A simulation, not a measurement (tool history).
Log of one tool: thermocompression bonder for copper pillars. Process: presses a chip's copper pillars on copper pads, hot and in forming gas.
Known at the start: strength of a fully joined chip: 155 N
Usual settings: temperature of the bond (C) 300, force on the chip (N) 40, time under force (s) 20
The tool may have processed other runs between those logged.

run,hour,temperature of the bond (C),force on the chip (N),time under force (s),force that shears a chip off (N)
1,0.0,300,40,20,71.8
# hour 12.8: forming gas filter changed
2,48.0,300,40,20,72.3
3,92.1,300,40,20,72.2
4,172.4,300,37,20,66.9
5,235.2,300,37,20,67.4
6,280.9,300,40,20,71.3
7,335.2,300,40,55,98.4
8,405.6,300,40,55,98.6
9,454.5,300,40,55,100.0
10,493.3,326,34,10,62.2
11,563.6,293,34,40,73.7
12,624.4,293,34,40,73.9
13,677.1,309,58,31,114.6

What if the next run were any one of these 3? Each begins from the tool's condition after run 13:
A,745.1,319,29,29,?
B,745.1,309,58,28,?
C,745.1,286,31,58,?

run,force that shears a chip off (N)
A,74.9
B,111.2
C,73.3
What these runs would have given with no unlogged condition in the tool:
run,force that shears a chip off (N)
A,75.2
B,111.5
C,73.6
